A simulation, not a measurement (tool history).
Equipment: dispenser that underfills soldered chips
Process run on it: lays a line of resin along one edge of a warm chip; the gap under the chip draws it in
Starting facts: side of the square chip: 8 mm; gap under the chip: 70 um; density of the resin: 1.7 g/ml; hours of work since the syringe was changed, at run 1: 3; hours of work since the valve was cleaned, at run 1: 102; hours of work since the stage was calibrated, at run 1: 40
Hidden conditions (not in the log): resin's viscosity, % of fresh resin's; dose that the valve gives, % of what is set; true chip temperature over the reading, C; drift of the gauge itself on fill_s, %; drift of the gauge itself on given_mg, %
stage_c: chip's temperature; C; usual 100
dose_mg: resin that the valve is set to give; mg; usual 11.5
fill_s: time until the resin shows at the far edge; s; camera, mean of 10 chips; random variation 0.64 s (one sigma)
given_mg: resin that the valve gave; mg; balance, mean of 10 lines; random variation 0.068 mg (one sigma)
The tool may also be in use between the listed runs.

| run | hour | stage_c | dose_mg | hours of work since the syringe was changed | hours of work since the valve was cleaned | hours of work since the stage was calibrated | fill_s | given_mg |
|---|---|---|---|---|---|---|---|---|
| 1 | 0 | 100 | 11.5 | 3 | 102 | 40 | 65.3 | 10.92 |
| 2 | 3.8 | 100 | 11.5 | 5 | 105 | 42 | 80 | 11.05 |
|  | 7.7 | new syringe of resin |
| 3 | 7.7 | 105 | 11.5 | 0 | 108 | 45 | 49.7 | 10.97 |
| 4 | 12.1 | 105 | 11.5 | 3 | 111 | 48 | 61 | 11.06 |
| 5 | 16.3 | 105 | 11.5 | 6 | 114 | 52 | 77.4 | 11.01 |
|  | 18.9 | new syringe of resin |
| 6 | 19 | 100 | 13.6 | 0 | 116 | 53 | 55.5 | 12.97 |
| 7 | 24 | 100 | 13.6 | 4 | 120 | 57 | 72.6 | 13.01 |
| 8 | 28.2 | 100 | 11.5 | 7 | 123 | 60 | 91 | 10.85 |
|  | 30.1 | new syringe of resin |
| 9 | 31.5 | 100 | 13.4 | 1 | 125 | 62 | 60 | 12.77 |
| 10 | 34.8 | 100 | 13.4 | 3 | 128 | 65 | 72.6 | 12.76 |
|  | 40.5 | dispensing valve cleaned and set on the balance |
| 11 | 40.8 | 100 | 14.8 | 7 | 0 | 69 | 90.8 | 14.78 |
|  | 42.2 | new syringe of resin |
| 12 | 43.4 | 100 | 11.5 | 1 | 2 | 70 | 59.4 | 11.51 |
| 13 | 47.3 | 100 | 11.5 | 4 | 5 | 73 | 72.1 | 11.55 |
| 14 | 50.9 | 100 | 11.5 | 7 | 8 | 76 | 87.6 | 11.39 |
|  | 53.6 | new syringe of resin |
| 15 | 55 | 107 | 11.5 | 1 | 10 | 79 | 49.8 | 11.34 |
| 16 | 58.4 | 107 | 11.5 | 4 | 13 | 81 | 59.2 | 11.36 |
| 17 | 62.8 | 107 | 11.5 | 7 | 16 | 85 | 74.7 | 11.56 |
|  | 64.8 | new syringe of resin |
| 18 | 65.4 | 107 | 11.5 | 0 | 18 | 86 | 48.3 | 11.48 |
| 19 | 68.9 | 107 | 11.5 | 3 | 20 | 89 | 57.7 | 11.34 |
| 20 | 72.3 | 113 | 14.5 | 6 | 23 | 91 | 56.1 | 14.26 |
| 21 | 75.1 | 100 | 11.7 | 8 | 25 | 93 | 95.4 | 11.65 |
|  | 76.2 | new syringe of resin |
| 22 | 78.1 | 107 | 10.5 | 1 | 27 | 95 | 51.7 | 10.48 |
| 23 | 81.6 | 96 | 12.4 | 4 | 30 | 98 | 81.6 | 12.25 |
| 24 | 83.9 | 96 | 12.4 | 6 | 31 | 100 | 93.2 | 12.42 |
|  | 87.5 | new syringe of resin |
| 25 | 88.9 | 96 | 12.4 | 1 | 35 | 103 | 67.1 | 12.32 |
| 26 | 91.7 | 96 | 12.4 | 3 | 37 | 105 | 76 | 12.31 |
| 27 | 95.9 | 89 | 13.1 | 6 | 40 | 109 | 115.7 | 12.86 |

Predict the results of run 28:
|  | 98.9 | new syringe of resin |
| 28 | 100.4 | 108 | 14.3 | 1 | 43 | 112 | ? | ? |

fill_s: 48.1 s
given_mg: 14.05 mg
On a tool with no hidden condition, and with the same random variation, this run would have come out at fill_s 45.1 s, given_mg 14.27 mg.
